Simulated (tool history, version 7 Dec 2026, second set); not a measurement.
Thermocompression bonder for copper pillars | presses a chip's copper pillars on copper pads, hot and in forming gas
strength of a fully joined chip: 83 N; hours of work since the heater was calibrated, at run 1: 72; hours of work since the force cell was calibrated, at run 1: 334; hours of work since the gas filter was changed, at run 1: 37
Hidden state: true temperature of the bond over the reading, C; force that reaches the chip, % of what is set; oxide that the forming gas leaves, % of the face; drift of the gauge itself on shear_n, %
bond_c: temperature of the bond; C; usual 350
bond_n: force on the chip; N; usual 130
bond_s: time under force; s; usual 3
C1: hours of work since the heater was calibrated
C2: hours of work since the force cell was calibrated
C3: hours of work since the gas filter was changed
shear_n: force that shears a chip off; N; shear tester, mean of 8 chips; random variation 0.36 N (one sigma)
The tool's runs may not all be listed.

Run 1, day 0.000: usual settings; C1 72; C2 334; C3 37. Result: shear_n 48.0 N.
Run 2, day 0.462: usual settings; C1 79; C2 342; C3 45. Result: shear_n 47.5 N.
Run 3, day 0.654: usual settings; C1 83; C2 345; C3 48. Result: shear_n 46.9 N.
Run 4, day 0.954: usual settings; C1 88; C2 350; C3 53. Result: shear_n 46.5 N.
Run 5, day 1.388: usual settings; C1 95; C2 357; C3 60. Result: shear_n 46.2 N.
Run 6, day 1.608: usual settings; C1 98; C2 361; C3 64. Result: shear_n 47.3 N.
Run 7, day 2.017: usual settings; C1 105; C2 368; C3 71. Result: shear_n 46.6 N.
Run 8, day 2.325: usual settings; C1 110; C2 373; C3 76. Result: shear_n 46.1 N.
At day 2.417: force cell calibrated.
Run 9, day 2.825: usual settings; C1 118; C2 7; C3 83. Result: shear_n 46.4 N.
Run 10, day 3.208: usual settings; C1 124; C2 13; C3 90. Result: shear_n 45.9 N.
Run 11, day 3.583: usual settings; C1 130; C2 19; C3 96. Result: shear_n 45.4 N.
Run 12, day 4.029: usual settings; C1 138; C2 27; C3 103. Result: shear_n 45.3 N.
Run 13, day 4.275: usual settings but bond_c 376 C; C1 142; C2 31; C3 107. Result: shear_n 55.4 N.
Run 14, day 4.633: usual settings but bond_c 376 C; C1 148; C2 37; C3 113. Result: shear_n 55.9 N.
Run 15, day 4.912: usual settings but bond_c 335 C, bond_n 79 N, bond_s 6 s; C1 153; C2 42; C3 118. Result: shear_n 38.2 N.

Run 16 comes next. What will it give?
At day 5.275: force cell calibrated, once more.
Run 16, day 5.392: usual settings but bond_c 357 C, bond_n 186 N, bond_s 2 s; C1 159; C2 2; C3 125. Result: shear_n ?.

{"run 16": {"shear_n": 49.7}}
Without the tool's hidden state the same run would have given shear_n 53.3 N.
